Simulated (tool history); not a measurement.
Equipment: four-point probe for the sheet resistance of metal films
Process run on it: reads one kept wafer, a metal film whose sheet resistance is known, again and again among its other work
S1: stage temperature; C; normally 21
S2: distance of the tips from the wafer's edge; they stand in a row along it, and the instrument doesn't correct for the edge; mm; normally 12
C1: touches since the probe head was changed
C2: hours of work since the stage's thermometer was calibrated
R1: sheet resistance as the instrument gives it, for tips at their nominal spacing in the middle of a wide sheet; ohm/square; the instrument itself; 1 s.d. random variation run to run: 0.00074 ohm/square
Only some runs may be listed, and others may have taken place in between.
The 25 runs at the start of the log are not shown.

run 26 hour=486.4 | S1=33 S2=20 | C1=95089 C2=631 | R1=3.728782
run 27 hour=499.6 | S1=35 S2=32 | C1=95879 C2=641 | R1=3.727745
run 28 hour=517.4 | S1=35 S2=32 | C1=96935 C2=655 | R1=3.726329
run 29 hour=532.9 | S1=27 S2=12 | C1=97861 C2=667 | R1=3.732323
run 30 hour=548.5 | S1=20 S2=4 | C1=98791 C2=678 | R1=3.759376
run 31 hour=567.2 | S1=20 S2=4 | C1=99906 C2=693 | R1=3.759947
run 32 hour=590.7 | S1=26 S2=8 | C1=101303 C2=711 | R1=3.737411
run 33 hour=614.0 | S1=21 S2=72 | C1=102690 C2=728 | R1=3.729891
run 34 hour=639.9 | S1=21 S2=72 | C1=104236 C2=748 | R1=3.730317
run 35 hour=664.0 | S1=21 S2=72 | C1=105670 C2=766 | R1=3.730467
run 36 hour=680.1 | S1=23 S2=49 | C1=106630 C2=779 | R1=3.730553
run 37 hour=699.6 | S1=23 S2=49 | C1=107791 C2=794 | R1=3.729984
run 38 hour=727.6 | S1=26 S2=6 | C1=109462 C2=815 | R1=3.744043
run 39 hour=748.6 | S1=26 S2=6 | C1=110709 C2=831 | R1=3.743828
run 40 hour=766.9 | S1=26 S2=6 | C1=111802 C2=845 | R1=3.744520
run 41 hour=790.0 | S1=26 S2=6 | C1=113179 C2=862 | R1=3.744382
run 42 hour=805.4 | S1=26 S2=3 | C1=114094 C2=874 | R1=3.785306
run 43 hour=823.8 | S1=26 S2=3 | C1=115191 C2=888 | R1=3.786499
run 44 hour=851.9 | S1=26 S2=3 | C1=116861 C2=909 | R1=3.786177

Below are 5 alternative next runs, each starting from the tool's condition after run 44. Predict each:
run A hour=878.9 | S1=23 S2=19 | C1=118473 C2=930 | R1=?
run B hour=878.9 | S1=31 S2=12 | C1=118473 C2=930 | R1=?
run C hour=878.9 | S1=23 S2=64 | C1=118473 C2=930 | R1=?
run D hour=878.9 | S1=30 S2=7 | C1=118473 C2=930 | R1=?
run E hour=878.9 | S1=24 S2=44 | C1=118473 C2=930 | R1=?

run=A R1=3.733610
run=B R1=3.733776
run=C R1=3.730570
run=D R1=3.739851
run=E R1=3.731121
Without the tool's unlogged condition, the same runs would have read:
run=A R1=3.723272
run=B R1=3.723375
run=C R1=3.720240
run=D R1=3.729442
run=E R1=3.720782
